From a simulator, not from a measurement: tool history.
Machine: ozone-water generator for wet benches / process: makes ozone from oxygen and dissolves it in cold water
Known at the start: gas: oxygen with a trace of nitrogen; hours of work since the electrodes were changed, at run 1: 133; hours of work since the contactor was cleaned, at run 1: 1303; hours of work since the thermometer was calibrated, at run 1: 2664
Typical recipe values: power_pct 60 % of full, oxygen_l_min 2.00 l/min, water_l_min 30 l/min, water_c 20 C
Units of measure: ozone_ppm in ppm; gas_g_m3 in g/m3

run,hour,power_pct,oxygen_l_min,water_l_min,water_c,hours of work since the electrodes were changed,hours of work since the contactor was cleaned,hours of work since the thermometer was calibrated,ozone_ppm,gas_g_m3
1,0.0,60,2.00,30,20,133,1303,2664,5.40,170.3
2,60.3,60,2.00,30,24,176,1346,2707,5.32,170.9
3,93.8,60,2.00,30,24,199,1370,2731,5.40,170.4
4,154.6,60,2.00,30,24,243,1414,2774,5.27,170.6
5,181.7,60,1.01,30,20,262,1433,2793,4.60,263.3
6,208.5,60,1.01,30,20,281,1452,2812,4.57,263.6
7,239.8,60,1.01,30,20,304,1475,2835,4.54,263.1
8,271.3,50,2.00,30,20,326,1497,2857,4.59,148.8
9,329.3,50,2.00,30,20,368,1538,2899,4.76,148.2
10,368.2,50,1.90,30,20,395,1566,2927,4.59,151.7
11,396.5,86,2.00,30,20,416,1586,2947,7.31,226.0
12,433.9,60,1.84,30,20,442,1613,2973,5.34,177.4
13,477.0,60,1.84,23,20,473,1644,3004,7.23,179.0
14,519.8,60,1.84,23,20,504,1674,3035,7.17,178.4

Run 15 is up next; what results do you expect?
15,580.9,60,1.84,33,20,547,1718,3078,?,?

Run 15 came out at ozone_ppm 4.59 ppm, gas_g_m3 177.6 g/m3.
On a tool with no hidden condition, and with the same random variation, this run would have come out at ozone_ppm 4.74 ppm, gas_g_m3 178.7 g/m3.

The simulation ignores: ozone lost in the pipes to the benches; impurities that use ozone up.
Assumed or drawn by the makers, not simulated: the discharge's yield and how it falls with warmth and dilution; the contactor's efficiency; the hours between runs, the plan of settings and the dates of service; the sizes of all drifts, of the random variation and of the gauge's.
